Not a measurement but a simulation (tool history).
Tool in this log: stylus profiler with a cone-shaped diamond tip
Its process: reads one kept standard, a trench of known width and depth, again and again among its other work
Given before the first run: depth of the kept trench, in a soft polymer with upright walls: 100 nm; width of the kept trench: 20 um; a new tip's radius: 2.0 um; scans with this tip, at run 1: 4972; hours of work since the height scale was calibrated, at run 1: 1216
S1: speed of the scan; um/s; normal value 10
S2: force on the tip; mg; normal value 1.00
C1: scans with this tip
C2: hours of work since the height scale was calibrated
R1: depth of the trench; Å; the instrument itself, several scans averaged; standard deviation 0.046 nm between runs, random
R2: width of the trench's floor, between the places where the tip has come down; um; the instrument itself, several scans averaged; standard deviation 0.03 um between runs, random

{"run": 1, "day": 0.0, "S1": 10, "S2": 1.0, "C1": 4972, "C2": 1216, "R1": 1010.3, "R2": 18.69}
{"run": 2, "day": 2.679, "S1": 10, "S2": 1.0, "C1": 5081, "C2": 1243, "R1": 1009.2, "R2": 18.7}
{"run": 3, "day": 8.746, "S1": 10, "S2": 1.0, "C1": 5329, "C2": 1303, "R1": 1009.0, "R2": 18.66}
{"run": 4, "day": 12.996, "S1": 10, "S2": 0.48, "C1": 5502, "C2": 1346, "R1": 1005.8, "R2": 18.63}
{"day": 13.938, "done": "height scale calibrated on a step standard"}
{"run": 5, "day": 17.062, "S1": 10, "S2": 0.48, "C1": 5667, "C2": 31, "R1": 1005.9, "R2": 18.65}
{"run": 6, "day": 21.354, "S1": 10, "S2": 0.48, "C1": 5842, "C2": 74, "R1": 1006.3, "R2": 18.59}
{"run": 7, "day": 24.783, "S1": 7, "S2": 1.76, "C1": 5982, "C2": 108, "R1": 1012.6, "R2": 18.69}
{"run": 8, "day": 28.775, "S1": 7, "S2": 1.76, "C1": 6145, "C2": 148, "R1": 1014.3, "R2": 18.69}
{"run": 9, "day": 32.296, "S1": 7, "S2": 1.76, "C1": 6289, "C2": 183, "R1": 1013.3, "R2": 18.68}
{"run": 10, "day": 36.675, "S1": 23, "S2": 0.57, "C1": 6467, "C2": 227, "R1": 1006.4, "R2": 18.49}
{"run": 11, "day": 42.062, "S1": 7, "S2": 1.81, "C1": 6687, "C2": 281, "R1": 1013.8, "R2": 18.69}
{"run": 12, "day": 45.992, "S1": 7, "S2": 1.81, "C1": 6847, "C2": 320, "R1": 1013.0, "R2": 18.65}

Below are 5 alternative next runs, each starting from the tool's condition after run 12. Predict each:
{"run": "A", "day": 48.617, "S1": 6, "S2": 1.72, "C1": 6954, "C2": 346, "R1": "?", "R2": "?"}
{"run": "B", "day": 48.617, "S1": 7, "S2": 1.0, "C1": 6954, "C2": 346, "R1": "?", "R2": "?"}
{"run": "C", "day": 48.617, "S1": 10, "S2": 0.66, "C1": 6954, "C2": 346, "R1": "?", "R2": "?"}
{"run": "D", "day": 48.617, "S1": 5, "S2": 0.46, "C1": 6954, "C2": 346, "R1": "?", "R2": "?"}
{"run": "E", "day": 48.617, "S1": 5, "S2": 2.37, "C1": 6954, "C2": 346, "R1": "?", "R2": "?"}

run=A R1=1012.5 R2=18.63
run=B R1=1009.5 R2=18.75
run=C R1=1006.9 R2=18.59
run=D R1=1005.2 R2=18.63
run=E R1=1016.6 R2=18.75
What these runs would have given with no unlogged condition in the tool:
run=A R1=1012.5 R2=18.64
run=B R1=1009.5 R2=18.75
run=C R1=1006.9 R2=18.60
run=D R1=1005.3 R2=18.63
run=E R1=1016.7 R2=18.75
